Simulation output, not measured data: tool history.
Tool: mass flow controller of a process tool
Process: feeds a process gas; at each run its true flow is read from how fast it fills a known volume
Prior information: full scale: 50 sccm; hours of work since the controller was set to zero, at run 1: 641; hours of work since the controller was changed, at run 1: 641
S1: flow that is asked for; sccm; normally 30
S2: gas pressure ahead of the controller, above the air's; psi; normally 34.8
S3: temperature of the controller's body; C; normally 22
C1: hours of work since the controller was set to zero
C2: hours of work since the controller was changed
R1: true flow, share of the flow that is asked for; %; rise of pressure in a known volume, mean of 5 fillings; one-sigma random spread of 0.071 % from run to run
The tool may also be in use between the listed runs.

run    hour  S1    S2  S3    C1    C2     R1
  1       0  30  34.8  22   641   641  98.65
  2    65.5  30  34.8  22   678   678  98.73
  3   219.2  30  34.8  22   763   763  98.65
  4   345.7  30  34.8  38   833   833  97.14
  5   470.5  30  34.8  38   903   903  97.16
  6   588.7  30  34.8  29   969   969  98.02
  7   680.1  29  34.8  22  1020  1020  98.46
  8     770  31  34.8  22  1070  1070  98.67
  9   918.8  31  34.8  22  1152  1152  98.61
 10  1075.1  31  34.8  22  1239  1239  98.28
 11    1153  31  34.8  22  1283  1283  98.55
 12    1262  31  34.8  22  1343  1343  98.39
 13    1338  30  34.8  35  1386  1386  97.11
 14  1488.3  30  34.8  35  1469  1469  97.02
 15  1645.2  30  27.4  32  1557  1557  97.06
 16  1800.5  30  23.6  22  1643  1643  97.94
 17  1875.4  30  23.6  22  1685  1685  97.84
 18  1949.5   9    30  24  1726  1726   95.2
 19  2023.6  30  34.8  30  1767  1767  97.31
 20  2166.4  24  23.4  22  1847  1847  97.26
 21    2273  24  23.4  22  1906  1906  97.21
 22  2357.2  27  23.4  31  1953  1953  96.58
 23  2428.8  10    27  25  1993  1993  95.07
 24  2562.3  49  39.5  40  2067  2067  97.58
 25  2717.2  30  34.8  20  2153  2153  98.12
 26  2828.4  42  34.7  23  2215  2215  98.51
 27  2961.5  34  23.9  33  2289  2289  96.75

Hidden state or all else? Some run-to-run changes of R1, split into what the settings, what came in and random variation would give without the hidden state, and what is left for the hidden state (with any gauge scatter that isn't in both results):
Hidden state present: flow at rest that the sensor doesn't see, % of full scale; true flow over the shown one, %; drift of the gauge itself on true_pct, %.
Run 17 -> 18: S1 30 -> 9, S2 23.6 -> 30, S3 22 -> 24. R1 -2.64 %: hidden state -1.42, all else -1.22.
Run 23 -> 24: S1 10 -> 49, S2 27 -> 39.5, S3 25 -> 40. R1 +2.51 %: hidden state +1.57, all else +0.94.
